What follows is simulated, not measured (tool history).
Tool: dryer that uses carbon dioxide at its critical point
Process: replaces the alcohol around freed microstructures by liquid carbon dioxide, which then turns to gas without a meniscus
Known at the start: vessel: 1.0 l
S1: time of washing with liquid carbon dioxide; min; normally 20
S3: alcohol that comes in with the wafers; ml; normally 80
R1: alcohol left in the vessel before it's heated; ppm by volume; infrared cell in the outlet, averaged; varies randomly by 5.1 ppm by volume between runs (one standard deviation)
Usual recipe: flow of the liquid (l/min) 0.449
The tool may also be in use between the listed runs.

Run 1, hour 0: usual settings. Result: R1 117 ppm by volume.
Run 2, hour 18.6: usual settings. Result: R1 134 ppm by volume.
Run 3, hour 33.1: usual settings. Result: R1 137 ppm by volume.
Run 4, hour 46.7: usual settings but flow of the liquid (l/min) 0.661. Result: R1 33 ppm by volume.
Run 5, hour 59.4: usual settings. Result: R1 131 ppm by volume.
Run 6, hour 79.3: usual settings. Result: R1 124 ppm by volume.
Run 7, hour 92.5: usual settings. Result: R1 128 ppm by volume.
Run 8, hour 113.7: usual settings. Result: R1 131 ppm by volume.
Run 9, hour 134.8: usual settings. Result: R1 132 ppm by volume.
Run 10, hour 150.9: usual settings but S3 46 ml. Result: R1 88 ppm by volume.
Run 11, hour 162.2: usual settings but flow of the liquid (l/min) 0.388. Result: R1 299 ppm by volume.
Run 12, hour 184.5: usual settings. Result: R1 130 ppm by volume.
Run 13, hour 198.4: usual settings but S3 49 ml. Result: R1 101 ppm by volume.
Run 14, hour 211.4: usual settings. Result: R1 138 ppm by volume.
Run 15, hour 233.5: usual settings but flow of the liquid (l/min) 0.462. Result: R1 119 ppm by volume.
Run 16, hour 250.4: usual settings but S3 97 ml. Result: R1 176 ppm by volume.
Run 17, hour 273.5: usual settings but S1 13 min, S3 111 ml. Result: R1 1569 ppm by volume.
Run 18, hour 293.4: usual settings but S1 27 min, flow of the liquid (l/min) 0.743. Result: R1 47 ppm by volume.
Run 19, hour 304.4: usual settings but S1 27 min, flow of the liquid (l/min) 0.743. Result: R1 45 ppm by volume.
Run 20, hour 324.3: usual settings but flow of the liquid (l/min) 0.393, S3 66 ml. Result: R1 253 ppm by volume.
Run 21, hour 346.2: usual settings but flow of the liquid (l/min) 0.393, S3 66 ml. Result: R1 268 ppm by volume.
Run 22, hour 356.3: usual settings but flow of the liquid (l/min) 0.668, S3 90 ml. Result: R1 48 ppm by volume.
Run 23, hour 368.5: usual settings but flow of the liquid (l/min) 0.467, S3 69 ml. Result: R1 134 ppm by volume.
Run 24, hour 381.1: usual settings but flow of the liquid (l/min) 0.495, S3 101 ml. Result: R1 116 ppm by volume.
Run 25, hour 400.6: usual settings but S1 15 min, S3 47 ml. Result: R1 402 ppm by volume.
Run 26, hour 411.7: usual settings but S1 15 min, S3 47 ml. Result: R1 402 ppm by volume.
Run 27, hour 423.7: usual settings but S1 28 min, flow of the liquid (l/min) 0.462, S3 33 ml. Result: R1 56 ppm by volume.
Run 28, hour 443.3: usual settings but S1 17 min, flow of the liquid (l/min) 0.511, S3 33 ml. Result: R1 108 ppm by volume.
Run 29, hour 466.8: usual settings but S1 16 min, flow of the liquid (l/min) 0.511, S3 59 ml. Result: R1 199 ppm by volume.
Run 30, hour 479.8: usual settings but S1 16 min, flow of the liquid (l/min) 0.685, S3 21 ml. Result: R1 53 ppm by volume.
Run 31, hour 500.6: usual settings but S1 16 min, flow of the liquid (l/min) 0.685, S3 21 ml. Result: R1 60 ppm by volume.
Run 32, hour 522.4: usual settings but S1 22 min, flow of the liquid (l/min) 0.314, S3 21 ml. Result: R1 212 ppm by volume.

Below are 4 alternative next runs, each starting from the tool's condition after run 32. Predict each:
Run A, hour 538.7: usual settings but S1 13 min, flow of the liquid (l/min) 0.345, S3 22 ml. Result: R1 ?.
Run B, hour 538.7: usual settings but S1 14 min, flow of the liquid (l/min) 0.314, S3 40 ml. Result: R1 ?.
Run C, hour 538.7: usual settings but S1 17 min, S3 76 ml. Result: R1 ?.
Run D, hour 538.7: usual settings but S1 25 min, flow of the liquid (l/min) 0.667, S3 72 ml. Result: R1 ?.

run    R1
  A   955
  B  1831
  C   368
  D    49
Without the tool's hidden state the same runs would have given:
run    R1
  A   696
  B  1372
  C   203
  D     4
